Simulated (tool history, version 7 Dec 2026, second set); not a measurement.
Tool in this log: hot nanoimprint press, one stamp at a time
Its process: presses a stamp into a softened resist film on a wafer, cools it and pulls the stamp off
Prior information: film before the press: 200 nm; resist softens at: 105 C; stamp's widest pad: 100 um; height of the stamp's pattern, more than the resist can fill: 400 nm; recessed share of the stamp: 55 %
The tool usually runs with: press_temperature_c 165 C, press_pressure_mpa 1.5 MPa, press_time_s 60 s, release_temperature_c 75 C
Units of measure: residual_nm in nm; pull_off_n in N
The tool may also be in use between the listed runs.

run,day,press_temperature_c,press_pressure_mpa,press_time_s,release_temperature_c,residual_nm,pull_off_n
1,0,165,1.5,60,75,87.2,156
2,1.229,165,2.3,60,75,73.5,166
3,2.783,165,2.3,30,75,96.8,169
# day 3.517: plate thermocouple calibrated
4,4.171,165,2.3,30,75,92.2,164
# day 4.592: stamp cleaned and given a new release coat
5,5.333,165,1.5,60,75,82.1,124
6,6.871,165,2.19,48,75,77.7,129
7,8.367,158,2.19,65,62,109.4,182
8,9.033,158,2.19,65,62,110.1,194
9,10.167,159,1.35,60,75,125.6,142
10,10.983,174,1.26,60,75,51.6,140

Each row is a separate what-if for the run after 10, all from the same tool condition, not one after another. Results?
A,11.862,165,1.67,60,75,?,?
B,11.862,160,1.26,77,71,?,?
C,11.862,165,1.5,60,81,?,?
D,11.862,154,1.26,92,75,?,?
E,11.862,154,0.98,36,75,?,?

run,residual_nm,pull_off_n
A,82.3,147
B,113.3,162
C,84.9,123
D,149.3,149
E,177.6,151
Take away the tool's hidden state, keep each run's random variation, and the runs would have read:
run,residual_nm,pull_off_n
A,79,118
B,109.8,131
C,81.7,99
D,145.7,120
E,175.8,122
